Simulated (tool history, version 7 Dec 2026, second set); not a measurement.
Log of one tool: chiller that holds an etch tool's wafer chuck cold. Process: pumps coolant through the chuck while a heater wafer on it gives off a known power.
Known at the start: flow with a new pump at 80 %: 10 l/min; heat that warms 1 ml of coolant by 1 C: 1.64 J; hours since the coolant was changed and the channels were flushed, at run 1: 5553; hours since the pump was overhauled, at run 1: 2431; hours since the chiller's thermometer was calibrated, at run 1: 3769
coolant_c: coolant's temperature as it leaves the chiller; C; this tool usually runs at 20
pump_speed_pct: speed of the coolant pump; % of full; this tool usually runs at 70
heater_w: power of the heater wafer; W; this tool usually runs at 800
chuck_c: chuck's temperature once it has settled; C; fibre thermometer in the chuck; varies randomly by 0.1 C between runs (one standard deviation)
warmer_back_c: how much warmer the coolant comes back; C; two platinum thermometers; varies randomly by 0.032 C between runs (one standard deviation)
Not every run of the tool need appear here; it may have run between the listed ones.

run,hour,coolant_c,pump_speed_pct,heater_w,hours since the coolant was changed and the channels were flushed,hours since the pump was overhauled,hours since the chiller's thermometer was calibrated,chuck_c,warmer_back_c
1,0.0,20,70,800,5553,2431,3769,28.4,3.51
2,40.7,20,70,800,5593,2472,3810,28.4,3.46
3,74.6,20,70,800,5627,2506,3844,28.5,3.44
4,154.6,20,70,800,5707,2586,3924,28.3,3.46
5,209.3,20,70,800,5762,2641,3978,28.5,3.49
6,262.6,19,70,800,5815,2694,4032,27.3,3.50
7,325.4,20,70,800,5878,2757,4094,28.4,3.50
8,394.7,20,70,800,5947,2826,4164,28.5,3.53
9,465.6,20,70,800,6018,2897,4235,28.3,3.44
10,529.3,20,70,800,6082,2961,4298,28.3,3.48
11,603.6,20,70,800,6156,3035,4373,28.4,3.53
12,678.2,20,70,800,6231,3110,4447,28.6,3.52
13,732.6,20,70,800,6285,3164,4502,28.4,3.52
14,791.1,20,70,800,6344,3222,4560,28.7,3.53
15,841.7,20,68,800,6394,3273,4611,28.6,3.62
16,914.6,20,70,800,6467,3346,4684,28.8,3.50

Predict the results of run 17:
17,965.2,20,70,800,6518,3397,4734,?,?

{"run 17": {"chuck_c": 28.6, "warmer_back_c": 3.53}}
If the tool had no hidden condition, the same run with the same run-to-run variation would have returned chuck_c 27.0 C, warmer_back_c 3.34 C.
